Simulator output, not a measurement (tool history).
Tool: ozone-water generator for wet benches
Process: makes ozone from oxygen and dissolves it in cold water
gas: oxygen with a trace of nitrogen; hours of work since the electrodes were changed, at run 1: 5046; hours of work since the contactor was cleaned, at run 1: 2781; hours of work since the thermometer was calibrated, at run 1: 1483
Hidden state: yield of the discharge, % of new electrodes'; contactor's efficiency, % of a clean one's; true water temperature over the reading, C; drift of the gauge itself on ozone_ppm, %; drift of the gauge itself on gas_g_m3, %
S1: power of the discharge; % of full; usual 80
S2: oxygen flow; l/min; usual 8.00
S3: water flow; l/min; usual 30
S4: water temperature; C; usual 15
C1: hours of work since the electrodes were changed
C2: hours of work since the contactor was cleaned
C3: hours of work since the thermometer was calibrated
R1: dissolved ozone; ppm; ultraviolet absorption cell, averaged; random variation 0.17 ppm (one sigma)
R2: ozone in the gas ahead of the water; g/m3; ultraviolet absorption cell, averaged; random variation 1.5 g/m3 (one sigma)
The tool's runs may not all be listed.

run 1 day=0.000 | S1=80 S2=8.00 S3=30 S4=15 | C1=5046 C2=2781 C3=1483 | R1=23.6 R2=283.4
run 2 day=3.392 | S1=80 S2=8.00 S3=30 S4=15 | C1=5115 C2=2849 C3=1551 | R1=23.8 R2=285.1
-- day=6.583 contactor cleaned
run 3 day=7.550 | S1=80 S2=8.00 S3=30 S4=13 | C1=5195 C2=20 C3=1632 | R1=24.2 R2=284.7
run 4 day=12.621 | S1=80 S2=8.00 S3=30 S4=13 | C1=5298 C2=122 C3=1734 | R1=24.2 R2=283.8
run 5 day=19.092 | S1=100 S2=8.00 S3=30 S4=15 | C1=5428 C2=253 C3=1865 | R1=29.4 R2=351.0
run 6 day=24.154 | S1=100 S2=8.00 S3=30 S4=15 | C1=5530 C2=355 C3=1967 | R1=29.0 R2=345.9
run 7 day=30.654 | S1=100 S2=8.00 S3=30 S4=15 | C1=5662 C2=486 C3=2098 | R1=29.2 R2=351.2
run 8 day=37.121 | S1=100 S2=8.00 S3=30 S4=15 | C1=5792 C2=616 C3=2229 | R1=29.3 R2=350.3
run 9 day=40.867 | S1=51 S2=11.31 S3=32 S4=15 | C1=5868 C2=692 C3=2304 | R1=15.9 R2=167.4
run 10 day=45.362 | S1=51 S2=11.31 S3=32 S4=20 | C1=5958 C2=783 C3=2395 | R1=14.6 R2=167.2
run 11 day=52.588 | S1=53 S2=11.06 S3=28 S4=16 | C1=6104 C2=929 C3=2541 | R1=17.7 R2=173.8
run 12 day=58.275 | S1=43 S2=13.38 S3=30 S4=15 | C1=6219 C2=1044 C3=2656 | R1=14.6 R2=135.3
run 13 day=65.429 | S1=43 S2=13.38 S3=30 S4=15 | C1=6364 C2=1188 C3=2800 | R1=14.7 R2=134.8
run 14 day=70.162 | S1=43 S2=7.38 S3=21 S4=23 | C1=6459 C2=1284 C3=2896 | R1=15.2 R2=166.7
-- day=76.912 electrodes of the discharge changed
run 15 day=77.012 | S1=43 S2=7.38 S3=21 S4=23 | C1=2 C2=1417 C3=3029 | R1=15.1 R2=165.8

Run 16 comes next. What will it give?
run 16 day=82.746 | S1=43 S2=7.38 S3=21 S4=23 | C1=118 C2=1533 C3=3145 | R1=? R2=?

R1: 15.1 ppm
R2: 167.9 g/m3
Without the tool's hidden state the same run would have given R1 15.1 ppm, R2 165.9 g/m3.

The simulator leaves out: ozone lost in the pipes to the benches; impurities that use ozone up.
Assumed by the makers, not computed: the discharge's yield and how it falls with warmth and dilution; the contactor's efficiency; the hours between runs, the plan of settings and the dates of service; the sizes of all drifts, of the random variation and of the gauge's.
